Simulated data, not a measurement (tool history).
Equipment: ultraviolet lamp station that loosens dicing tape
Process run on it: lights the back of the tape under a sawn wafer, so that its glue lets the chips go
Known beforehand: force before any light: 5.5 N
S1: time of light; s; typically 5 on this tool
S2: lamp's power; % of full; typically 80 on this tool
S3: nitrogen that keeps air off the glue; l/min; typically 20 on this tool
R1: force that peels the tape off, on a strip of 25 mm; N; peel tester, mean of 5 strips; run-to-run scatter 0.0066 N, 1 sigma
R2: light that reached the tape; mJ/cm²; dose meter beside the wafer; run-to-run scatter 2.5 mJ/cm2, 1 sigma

Run 1, hour 0: usual settings. Result: R1 0.228 N, R2 300 mJ/cm².
Run 2, hour 45.8: usual settings. Result: R1 0.215 N, R2 297 mJ/cm².
Run 3, hour 86.4: usual settings. Result: R1 0.22 N, R2 301 mJ/cm².
At hour 95.4: window cleaned of glue's vapour.
Run 4, hour 128.1: usual settings but S2 69 % of full. Result: R1 0.307 N, R2 265 mJ/cm².
Run 5, hour 193.1: usual settings but S2 69 % of full. Result: R1 0.306 N, R2 259 mJ/cm².
Run 6, hour 277.7: usual settings. Result: R1 0.211 N, R2 295 mJ/cm².
Run 7, hour 323.4: usual settings. Result: R1 0.211 N, R2 300 mJ/cm².
Run 8, hour 376.4: usual settings but S3 21 l/min. Result: R1 0.211 N, R2 301 mJ/cm².
Run 9, hour 437.4: usual settings but S3 21 l/min. Result: R1 0.208 N, R2 297 mJ/cm².
At hour 490.1: window cleaned of glue's vapour.
Run 10, hour 503.4: usual settings. Result: R1 0.216 N, R2 297 mJ/cm².
Run 11, hour 569.4: usual settings. Result: R1 0.212 N, R2 304 mJ/cm².
Run 12, hour 620.4: usual settings but S3 31 l/min. Result: R1 0.164 N, R2 304 mJ/cm².
Run 13, hour 664.8: usual settings but S3 31 l/min. Result: R1 0.159 N, R2 307 mJ/cm².
Run 14, hour 740: usual settings. Result: R1 0.21 N, R2 295 mJ/cm².
Run 15, hour 813: usual settings. Result: R1 0.215 N, R2 301 mJ/cm².
At hour 885.6: window cleaned of glue's vapour.
Run 16, hour 891.7: usual settings but S2 81 % of full. Result: R1 0.199 N, R2 309 mJ/cm².
Run 17, hour 928: usual settings but S2 81 % of full. Result: R1 0.206 N, R2 302 mJ/cm².
Run 18, hour 974.7: usual settings but S2 81 % of full. Result: R1 0.211 N, R2 305 mJ/cm².
Run 19, hour 1057.5: usual settings but S1 3 s. Result: R1 0.705 N, R2 180 mJ/cm².
Run 20, hour 1105.3: usual settings but S1 3 s. Result: R1 0.702 N, R2 179 mJ/cm².
Run 21, hour 1180.4: usual settings but S2 62 % of full. Result: R1 0.397 N, R2 230 mJ/cm².
Run 22, hour 1265.8: usual settings but S2 62 % of full. Result: R1 0.433 N, R2 232 mJ/cm².
At hour 1280.2: window cleaned of glue's vapour.
Run 23, hour 1325: usual settings but S2 62 % of full. Result: R1 0.397 N, R2 233 mJ/cm².
Run 24, hour 1410.5: usual settings but S1 6 s, S2 78 % of full, S3 6 l/min. Result: R1 0.396 N, R2 348 mJ/cm².

Expected results for the next run?
Run 25, hour 1473.8: usual settings but S1 7 s, S2 99 % of full, S3 15 l/min. Result: R1 ?, R2 ?.

{"run 25": {"R1": 0.079, "R2": 519}}
On a tool with no hidden condition, and with the same random variation, this run would have come out at R1 0.079 N, R2 520 mJ/cm².
